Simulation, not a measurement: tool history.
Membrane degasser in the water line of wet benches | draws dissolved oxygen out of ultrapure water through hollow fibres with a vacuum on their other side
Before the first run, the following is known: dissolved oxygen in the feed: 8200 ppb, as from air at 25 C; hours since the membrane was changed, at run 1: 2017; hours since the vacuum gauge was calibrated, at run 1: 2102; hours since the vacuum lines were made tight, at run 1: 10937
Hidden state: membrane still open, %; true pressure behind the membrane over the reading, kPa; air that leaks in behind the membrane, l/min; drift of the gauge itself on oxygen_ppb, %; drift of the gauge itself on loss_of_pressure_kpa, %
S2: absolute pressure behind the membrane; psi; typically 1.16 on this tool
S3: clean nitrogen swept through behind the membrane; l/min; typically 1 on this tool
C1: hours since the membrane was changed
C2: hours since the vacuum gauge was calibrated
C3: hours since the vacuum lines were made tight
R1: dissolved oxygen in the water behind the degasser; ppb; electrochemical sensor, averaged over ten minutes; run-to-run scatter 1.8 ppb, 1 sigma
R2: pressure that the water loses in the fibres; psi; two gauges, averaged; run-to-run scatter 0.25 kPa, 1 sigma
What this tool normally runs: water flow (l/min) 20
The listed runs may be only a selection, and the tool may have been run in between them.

Run 1, hour 0: usual settings; C1 2017; C2 2102; C3 10937. Result: R1 254.2 ppb, R2 9.889 psi.
Run 2, hour 54.9: usual settings; C1 2072; C2 2157; C3 10992. Result: R1 254.6 ppb, R2 9.892 psi.
Run 3, hour 113.7: usual settings; C1 2131; C2 2216; C3 11051. Result: R1 253.8 ppb, R2 9.932 psi.
Run 4, hour 183.5: usual settings; C1 2201; C2 2285; C3 11121. Result: R1 255.3 ppb, R2 9.803 psi.
Run 5, hour 245.8: usual settings; C1 2263; C2 2348; C3 11183. Result: R1 252.5 ppb, R2 9.966 psi.
Run 6, hour 286.7: usual settings; C1 2304; C2 2389; C3 11224. Result: R1 254 ppb, R2 9.912 psi.
Run 7, hour 356.4: usual settings; C1 2373; C2 2458; C3 11293. Result: R1 253.6 ppb, R2 9.967 psi.
Run 8, hour 389.7: usual settings; C1 2407; C2 2492; C3 11327. Result: R1 256.8 ppb, R2 9.912 psi.
Run 9, hour 440.3: usual settings but S2 0.828 psi; C1 2457; C2 2542; C3 11377. Result: R1 152.7 ppb, R2 9.955 psi.
Run 10, hour 512.4: usual settings but S2 0.828 psi; C1 2529; C2 2614; C3 11449. Result: R1 155.4 ppb, R2 9.893 psi.
Run 11, hour 583.2: usual settings but S2 0.828 psi; C1 2600; C2 2685; C3 11520. Result: R1 154.7 ppb, R2 9.971 psi.
Run 12, hour 632: usual settings but S2 0.828 psi; C1 2649; C2 2734; C3 11569. Result: R1 155.3 ppb, R2 9.902 psi.
Run 13, hour 700.8: usual settings but water flow (l/min) 14, S2 0.828 psi; C1 2718; C2 2803; C3 11638. Result: R1 94 ppb, R2 6.952 psi.
Run 14, hour 774.5: usual settings but water flow (l/min) 14, S2 0.828 psi; C1 2792; C2 2876; C3 11712. Result: R1 94.6 ppb, R2 6.995 psi.
Run 15, hour 852.2: usual settings but water flow (l/min) 14, S2 0.828 psi; C1 2869; C2 2954; C3 11789. Result: R1 95.9 ppb, R2 6.969 psi.
Run 16, hour 923.4: usual settings but water flow (l/min) 14, S2 0.828 psi; C1 2940; C2 3025; C3 11861. Result: R1 95.7 ppb, R2 6.994 psi.
Run 17, hour 993: usual settings but water flow (l/min) 14, S2 0.914 psi, S3 1.3 l/min; C1 3010; C2 3095; C3 11930. Result: R1 93 ppb, R2 7.013 psi.
Run 18, hour 1057.7: usual settings but S3 1.65 l/min; C1 3075; C2 3160; C3 11995. Result: R1 178.8 ppb, R2 9.906 psi.
Run 19, hour 1108.7: usual settings but water flow (l/min) 16, S3 0.84 l/min; C1 3126; C2 3211; C3 12046. Result: R1 223.4 ppb, R2 7.964 psi.
Run 20, hour 1157.9: usual settings but water flow (l/min) 16, S3 0.84 l/min; C1 3175; C2 3260; C3 12095. Result: R1 224.9 ppb, R2 7.952 psi.
Run 21, hour 1230.9: usual settings but water flow (l/min) 16, S3 0.84 l/min; C1 3248; C2 3333; C3 12168. Result: R1 226.2 ppb, R2 8.002 psi.
Run 22, hour 1297.4: usual settings but water flow (l/min) 16, S2 1.137 psi, S3 0.61 l/min; C1 3314; C2 3399; C3 12235. Result: R1 281.6 ppb, R2 8.021 psi.
Run 23, hour 1348.5: usual settings but water flow (l/min) 23, S2 1.137 psi, S3 0.73 l/min; C1 3366; C2 3450; C3 12286. Result: R1 368 ppb, R2 11.509 psi.
Run 24, hour 1416.4: usual settings but water flow (l/min) 15, S2 2.213 psi, S3 0.47 l/min; C1 3433; C2 3518; C3 12353. Result: R1 780.1 ppb, R2 7.49 psi.
Run 25, hour 1450.4: usual settings but water flow (l/min) 15, S2 2.213 psi, S3 0.56 l/min; C1 3467; C2 3552; C3 12388. Result: R1 680.4 ppb, R2 7.49 psi.
Run 26, hour 1485.2: usual settings but water flow (l/min) 28, S2 2.856 psi, S3 1.2 l/min; C1 3502; C2 3587; C3 12422. Result: R1 892.8 ppb, R2 14.053 psi.
Run 27, hour 1541.2: usual settings but water flow (l/min) 28, S2 2.135 psi, S3 0.51 l/min; C1 3558; C2 3643; C3 12478. Result: R1 1163.7 ppb, R2 13.918 psi.
Run 28, hour 1594.6: usual settings but water flow (l/min) 30, S3 0.45 l/min; C1 3612; C2 3697; C3 12532. Result: R1 679 ppb, R2 14.897 psi.
Run 29, hour 1651.9: usual settings but water flow (l/min) 30, S3 0.45 l/min; C1 3669; C2 3754; C3 12589. Result: R1 695.3 ppb, R2 15.007 psi.
Run 30, hour 1706.5: usual settings but water flow (l/min) 14, S3 0.45 l/min; C1 3724; C2 3808; C3 12644. Result: R1 328.9 ppb, R2 7.008 psi.

Forecast each of these 5 alternatives for the next run:
Run A, hour 1765.3: usual settings but water flow (l/min) 29, S2 1.656 psi, S3 1.97 l/min; C1 3782; C2 3867; C3 12702. Result: R1 ?, R2 ?.
Run B, hour 1765.3: usual settings but water flow (l/min) 27, S2 2.363 psi, S3 0.62 l/min; C1 3782; C2 3867; C3 12702. Result: R1 ?, R2 ?.
Run C, hour 1765.3: usual settings but S2 0.856 psi; C1 3782; C2 3867; C3 12702. Result: R1 ?, R2 ?.
Run D, hour 1765.3: usual settings but water flow (l/min) 14, S3 2.76 l/min; C1 3782; C2 3867; C3 12702. Result: R1 ?, R2 ?.
Run E, hour 1765.3: usual settings but water flow (l/min) 14, S2 1.403 psi, S3 0.66 l/min; C1 3782; C2 3867; C3 12702. Result: R1 ?, R2 ?.

run      R1      R2
  A   405.6  14.478
  B  1121.3  13.441
  C   168.1    9.98
  D    71.6   7.087
  E     320   6.957
Take away the tool's hidden state, keep each run's random variation, and the runs would have read:
run      R1      R2
  A   386.2  14.246
  B  1099.4  13.225
  C   153.9   9.821
  D      65   6.973
  E   301.6   6.846
